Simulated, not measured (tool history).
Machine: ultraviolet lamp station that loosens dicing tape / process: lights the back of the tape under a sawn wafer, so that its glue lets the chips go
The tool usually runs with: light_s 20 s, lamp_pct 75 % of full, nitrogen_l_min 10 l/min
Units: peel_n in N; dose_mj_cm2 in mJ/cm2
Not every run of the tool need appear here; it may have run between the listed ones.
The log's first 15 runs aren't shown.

| run | hour | light_s | lamp_pct | nitrogen_l_min | peel_n | dose_mj_cm2 |
|---|---|---|---|---|---|---|
| 16 | 145.1 | 20 | 72 | 10 | 0.327 | 377 |
| 17 | 155.4 | 20 | 72 | 10 | 0.337 | 378 |
| 18 | 165.9 | 20 | 72 | 10 | 0.324 | 378 |
| 19 | 172.9 | 20 | 68 | 10 | 0.377 | 352 |
| 20 | 181.8 | 30 | 75 | 4 | 0.235 | 581 |
| 21 | 192 | 20 | 70 | 12 | 0.351 | 363 |
| 22 | 203 | 37 | 97 | 4 | 0.162 | 919 |
| 23 | 210 | 23 | 75 | 6 | 0.289 | 444 |
| 24 | 217.6 | 11 | 75 | 8 | 0.988 | 212 |
| 25 | 224.9 | 20 | 61 | 5 | 0.612 | 312 |
| 26 | 235.5 | 20 | 61 | 5 | 0.615 | 312 |
| 27 | 244.5 | 19 | 73 | 16 | 0.327 | 358 |
| 28 | 254.1 | 38 | 97 | 10 | 0.161 | 937 |
| 29 | 264.4 | 13 | 75 | 14 | 0.661 | 246 |
| 30 | 270.1 | 26 | 75 | 6 | 0.256 | 489 |
| 31 | 278.4 | 26 | 75 | 6 | 0.245 | 487 |
| 32 | 284 | 38 | 100 | 7 | 0.166 | 962 |
| 33 | 296.8 | 38 | 100 | 7 | 0.161 | 962 |
| 34 | 302.8 | 38 | 100 | 7 | 0.158 | 951 |
| 35 | 312 | 20 | 77 | 3 | 0.529 | 384 |

Consider 3 possible next runs. They are alternatives, not a sequence: every one starts from the tool as it was left by run 35. What does each give?
| A | 322.9 | 22 | 84 | 11 | ? | ? |
| B | 322.9 | 15 | 84 | 3 | ? | ? |
| C | 322.9 | 11 | 90 | 10 | ? | ? |

| run | peel_n | dose_mj_cm2 |
|---|---|---|
| A | 0.243 | 459 |
| B | 0.728 | 313 |
| C | 0.691 | 245 |
The same runs, with their run-to-run variation unchanged, on a tool lacking any hidden condition would have given:
| run | peel_n | dose_mj_cm2 |
|---|---|---|
| A | 0.198 | 555 |
| B | 0.519 | 378 |
| C | 0.494 | 296 |

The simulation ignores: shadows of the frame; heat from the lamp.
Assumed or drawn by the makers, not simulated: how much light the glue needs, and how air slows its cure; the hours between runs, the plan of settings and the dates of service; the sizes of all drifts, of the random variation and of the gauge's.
